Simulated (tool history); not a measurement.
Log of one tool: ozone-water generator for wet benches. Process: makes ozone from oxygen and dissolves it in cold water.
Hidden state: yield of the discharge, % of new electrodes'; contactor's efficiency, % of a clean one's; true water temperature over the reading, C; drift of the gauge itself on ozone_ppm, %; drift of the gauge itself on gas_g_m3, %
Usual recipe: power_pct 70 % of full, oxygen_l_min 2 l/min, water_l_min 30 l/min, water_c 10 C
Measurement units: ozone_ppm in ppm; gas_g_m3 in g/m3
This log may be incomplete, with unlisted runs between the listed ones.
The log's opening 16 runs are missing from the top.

run    hour  power_pct  oxygen_l_min  water_l_min  water_c  hours of work since the electrodes were changed  hours of work since the contactor was cleaned  hours of work since the thermometer was calibrated  ozone_ppm  gas_g_m3
      861.1  -- water thermometer calibrated
 17   911.3         53          2.98           42       10                                             2701                                             93                                                  43        7.5     167.9
 18     977         53          2.98           42       10                                             2757                                            149                                                  99        7.4     166.8
 19  1022.1         86          2.98           42        6                                             2796                                            187                                                 137       10.2     221.6
 20  1067.9         57          2.98           19        6                                             2835                                            226                                                 176         17     175.7
 21  1127.3         86             2           30       13                                             2885                                            277                                                 227       12.7     289.4
     1189.9  -- water thermometer calibrated, once more
 22  1205.8         57          1.21           30       13                                             2952                                            343                                                  14        9.2     317.6
 23  1268.6         57          1.11           27       13                                             3005                                            397                                                  67        9.9     339.5
 24  1317.1         57          1.11           27       13                                             3047                                            438                                                 109        9.7     336.7
 25    1391         70           2.4           40       10                                             3110                                            501                                                 172        8.7     224.8
 26  1459.9         70          1.05           30        7                                             3169                                            560                                                 230        9.8     395.7
 27  1533.7         70             2           19       10                                             3232                                            623                                                 293       17.5     257.3
 28  1588.6         70             2           19       10                                             3278                                            670                                                 340       17.7       255
 29  1660.7         41          1.99           19       10                                             3340                                            731                                                 402       12.7     188.8
 30  1697.8         79          2.89           30        5                                             3372                                            763                                                 433       13.3     214.5
 31  1734.8         89          1.14           19        6                                             3403                                            795                                                 465       18.5     427.8
 32  1784.6         89          1.14           19        6                                             3446                                            837                                                 507       18.6     426.4

Below are 5 alternative next runs, each starting from the tool's condition after run 32. Predict each:
  A  1821.4         83          1.14           30        7                                             3477                                            869                                                 539          ?         ?
  B  1821.4         89          2.68           19        6                                             3477                                            869                                                 539          ?         ?
  C  1821.4         70             2           34       10                                             3477                                            869                                                 539          ?         ?
  D  1821.4         89          2.84           24        6                                             3477                                            869                                                 539          ?         ?
  E  1821.4         57          1.14           19        6                                             3477                                            869                                                 539          ?         ?

run  ozone_ppm  gas_g_m3
  A         11     412.7
  B       21.4     241.1
  C        9.9     255.6
  D       17.5     229.8
  E       14.3     327.7
Without the tool's unlogged condition, the same runs would have read:
run  ozone_ppm  gas_g_m3
  A       11.7     434.1
  B       22.8     254.1
  C       10.5     267.6
  D       18.7     242.2
  E         15     341.2

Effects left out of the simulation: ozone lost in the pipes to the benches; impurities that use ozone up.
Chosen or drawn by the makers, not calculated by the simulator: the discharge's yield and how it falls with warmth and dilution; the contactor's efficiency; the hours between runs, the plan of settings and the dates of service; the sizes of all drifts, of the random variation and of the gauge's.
